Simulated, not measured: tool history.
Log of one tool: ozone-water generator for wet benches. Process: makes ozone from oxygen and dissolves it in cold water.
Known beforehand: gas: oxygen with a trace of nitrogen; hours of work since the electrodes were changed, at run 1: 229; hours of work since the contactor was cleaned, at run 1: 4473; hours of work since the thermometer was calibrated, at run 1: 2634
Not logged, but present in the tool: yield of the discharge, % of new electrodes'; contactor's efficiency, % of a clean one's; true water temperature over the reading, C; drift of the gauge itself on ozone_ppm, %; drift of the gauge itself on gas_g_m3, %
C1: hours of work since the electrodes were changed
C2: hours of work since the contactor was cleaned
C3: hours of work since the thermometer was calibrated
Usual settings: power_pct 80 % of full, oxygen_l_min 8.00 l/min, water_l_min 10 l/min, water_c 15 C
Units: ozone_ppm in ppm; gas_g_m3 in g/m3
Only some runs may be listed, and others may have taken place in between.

run 1 hour=0.0 | power_pct=80 oxygen_l_min=8.00 water_l_min=10 water_c=15 | C1=229 C2=4473 C3=2634 | ozone_ppm=47.7 gas_g_m3=258.3
run 2 hour=43.0 | power_pct=80 oxygen_l_min=8.00 water_l_min=10 water_c=9 | C1=256 C2=4500 C3=2661 | ozone_ppm=54.1 gas_g_m3=256.3
run 3 hour=82.7 | power_pct=80 oxygen_l_min=8.00 water_l_min=10 water_c=15 | C1=280 C2=4525 C3=2686 | ozone_ppm=47.3 gas_g_m3=258.3
run 4 hour=108.5 | power_pct=80 oxygen_l_min=8.00 water_l_min=10 water_c=15 | C1=296 C2=4541 C3=2702 | ozone_ppm=47.1 gas_g_m3=256.3
run 5 hour=131.0 | power_pct=80 oxygen_l_min=8.00 water_l_min=10 water_c=15 | C1=310 C2=4555 C3=2716 | ozone_ppm=47.6 gas_g_m3=257.1
run 6 hour=178.5 | power_pct=80 oxygen_l_min=8.00 water_l_min=10 water_c=15 | C1=340 C2=4584 C3=2745 | ozone_ppm=46.8 gas_g_m3=258.4
run 7 hour=204.0 | power_pct=80 oxygen_l_min=8.00 water_l_min=10 water_c=18 | C1=356 C2=4600 C3=2761 | ozone_ppm=44.5 gas_g_m3=253.6
run 8 hour=249.1 | power_pct=80 oxygen_l_min=8.00 water_l_min=10 water_c=15 | C1=384 C2=4628 C3=2789 | ozone_ppm=47.0 gas_g_m3=254.2
run 9 hour=290.0 | power_pct=80 oxygen_l_min=8.00 water_l_min=10 water_c=15 | C1=409 C2=4653 C3=2814 | ozone_ppm=47.0 gas_g_m3=256.4
run 10 hour=310.9 | power_pct=80 oxygen_l_min=8.00 water_l_min=10 water_c=15 | C1=422 C2=4666 C3=2827 | ozone_ppm=47.3 gas_g_m3=254.6
run 11 hour=359.0 | power_pct=80 oxygen_l_min=4.27 water_l_min=10 water_c=15 | C1=452 C2=4696 C3=2857 | ozone_ppm=51.7 gas_g_m3=351.7
run 12 hour=391.4 | power_pct=80 oxygen_l_min=8.00 water_l_min=10 water_c=15 | C1=472 C2=4716 C3=2877 | ozone_ppm=47.1 gas_g_m3=256.1
run 13 hour=435.3 | power_pct=80 oxygen_l_min=8.00 water_l_min=10 water_c=15 | C1=499 C2=4744 C3=2904 | ozone_ppm=47.3 gas_g_m3=254.9
run 14 hour=473.2 | power_pct=86 oxygen_l_min=8.00 water_l_min=10 water_c=9 | C1=523 C2=4767 C3=2928 | ozone_ppm=56.9 gas_g_m3=273.1
run 15 hour=519.3 | power_pct=86 oxygen_l_min=8.68 water_l_min=10 water_c=9 | C1=551 C2=4796 C3=2956 | ozone_ppm=56.5 gas_g_m3=259.1
run 16 hour=560.9 | power_pct=80 oxygen_l_min=5.35 water_l_min=10 water_c=15 | C1=577 C2=4821 C3=2982 | ozone_ppm=50.4 gas_g_m3=315.1
run 17 hour=608.3 | power_pct=80 oxygen_l_min=5.35 water_l_min=9 water_c=15 | C1=606 C2=4851 C3=3012 | ozone_ppm=53.7 gas_g_m3=311.6
run 18 hour=641.5 | power_pct=44 oxygen_l_min=13.22 water_l_min=6 water_c=15 | C1=627 C2=4871 C3=3032 | ozone_ppm=29.8 gas_g_m3=115.5
run 19 hour=677.6 | power_pct=44 oxygen_l_min=13.22 water_l_min=6 water_c=15 | C1=649 C2=4894 C3=3055 | ozone_ppm=29.8 gas_g_m3=114.5
run 20 hour=705.3 | power_pct=80 oxygen_l_min=7.48 water_l_min=9 water_c=16 | C1=667 C2=4911 C3=3072 | ozone_ppm=49.5 gas_g_m3=262.7
run 21 hour=728.5 | power_pct=72 oxygen_l_min=10.40 water_l_min=9 water_c=16 | C1=681 C2=4925 C3=3086 | ozone_ppm=41.5 gas_g_m3=202.4

What will run 22 give?
run 22 hour=773.4 | power_pct=50 oxygen_l_min=5.12 water_l_min=10 water_c=8 | C1=709 C2=4953 C3=3114 | ozone_ppm=? gas_g_m3=?

{"run 22": {"ozone_ppm": 37.8, "gas_g_m3": 211.3}}
The same run, on a tool lacking any hidden state, would have yielded ozone_ppm 39.6 ppm, gas_g_m3 214.7 g/m3.

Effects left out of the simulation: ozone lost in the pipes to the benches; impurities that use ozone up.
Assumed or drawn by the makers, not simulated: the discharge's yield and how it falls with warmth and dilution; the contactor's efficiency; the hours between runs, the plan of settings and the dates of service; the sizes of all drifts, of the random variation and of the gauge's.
